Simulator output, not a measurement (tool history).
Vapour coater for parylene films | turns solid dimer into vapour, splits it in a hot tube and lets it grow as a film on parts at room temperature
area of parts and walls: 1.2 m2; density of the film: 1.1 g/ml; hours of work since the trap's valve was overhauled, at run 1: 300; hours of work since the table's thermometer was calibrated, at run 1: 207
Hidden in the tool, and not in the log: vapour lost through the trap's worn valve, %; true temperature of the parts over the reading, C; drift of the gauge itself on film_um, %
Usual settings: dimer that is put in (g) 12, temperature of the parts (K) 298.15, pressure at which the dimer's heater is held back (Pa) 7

run,hour,dimer that is put in (g),temperature of the parts (K),pressure at which the dimer's heater is held back (Pa),hours of work since the trap's valve was overhauled,hours of work since the table's thermometer was calibrated,thickness of the film (um)
1,0,12,298.15,7,300,207,4.87
2,8.1,12,298.15,7,303,210,4.99
3,22.5,12,298.15,7,309,216,4.89
4,36.5,12,298.15,7,315,221,4.94
5,48.9,12,298.15,7,319,226,4.91
6,59.3,12,298.15,7,324,231,4.91
7,72.7,12,298.15,7,329,236,4.87
8,87.8,12,298.15,7,335,242,4.95
9,98.5,12,298.15,7,339,246,4.98
10,117.8,12,298.15,7,347,254,4.9
11,128,12,298.15,4.44,351,258,5.32
12,139.3,12,298.15,4.44,356,263,5.27
13,150,12,298.15,5.07,360,267,5.21
14,161.9,12,295.15,6.8,365,272,5.4
15,172.4,12,295.15,6.8,369,276,5.34
16,182.6,12,295.15,6.8,373,280,5.42
17,200.3,12,295.15,6.8,380,287,5.41
18,213.8,12,295.15,7,386,293,5.32
19,225.9,9,304.15,4.72,391,298,3.29
20,242.5,9,304.15,4.72,397,304,3.32
21,251.5,9,304.15,4.72,401,308,3.33
22,270.2,6,307.15,4.32,408,315,2.07
# hour 283.4: trap's valve overhauled
23,284.5,6,307.15,4.32,0,320,2.07
24,295.2,15,297.15,7.91,5,324,6.27
25,308.4,5,293.15,2.16,10,329,2.93

4 ways to go on from here, each from the tool as it stands after run 25. What would each give?
A,320.8,20,305.15,3.33,15,334,?
B,320.8,21,303.15,3.7,15,334,?
C,320.8,9,304.15,10.35,15,334,?
D,320.8,11,300.15,2.16,15,334,?

run,thickness of the film (um)
A,7.63
B,8.42
C,2.92
D,5.26
Without the tool's hidden state the same runs would have given:
run,thickness of the film (um)
A,7.64
B,8.42
C,2.92
D,5.26
